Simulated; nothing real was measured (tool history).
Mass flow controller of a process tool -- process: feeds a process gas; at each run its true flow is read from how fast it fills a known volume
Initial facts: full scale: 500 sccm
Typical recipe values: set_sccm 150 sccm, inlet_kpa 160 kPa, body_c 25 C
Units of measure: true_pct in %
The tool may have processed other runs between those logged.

run,hour,set_sccm,inlet_kpa,body_c,true_pct
1,0,150,160,25,97.85
2,163.9,150,160,25,97.82
3,304.8,150,160,25,97.5
4,422.6,150,181,25,97.61
5,584.5,150,181,25,97.27
6,758.9,150,160,25,97.25
7,889.7,150,160,40,98.85
8,963.7,150,160,40,98.75
9,1059.5,150,160,25,97.15
10,1147,150,160,25,96.94
11,1275.6,150,160,25,96.9
12,1356.2,164,160,25,97.03
13,1483.3,150,160,25,96.77
14,1599.4,150,160,25,96.58
15,1692,150,160,25,96.65
16,1769.3,119,225,24,95.69
17,1917.7,67,212,24,94.09
18,2097.5,289,153,23,97.5
19,2225.5,289,272,23,97.08
20,2362.9,97,272,26,94.74
21,2458,150,164,22,95.65
22,2533.6,150,164,22,95.66
23,2625.4,174,164,36,97.55
24,2710.5,174,164,36,97.46
25,2785.5,174,164,36,97.45
26,2914.7,142,161,27,95.75
27,3090.7,265,161,27,97.3
28,3186.4,265,161,27,97.23

Here are 5 independent what-if runs from the current tool condition. What would each one return?
A,3294.8,150,149,39,?
B,3294.8,123,225,27,?
C,3294.8,432,200,36,?
D,3294.8,265,161,36,?
E,3294.8,150,257,26,?

run,true_pct
A,97.04
B,94.96
C,99.56
D,98.18
E,95.18
With the hidden condition removed and each run's random variation left untouched, the same runs would have given:
run,true_pct
A,99.67
B,98
C,100.93
D,99.97
E,97.81
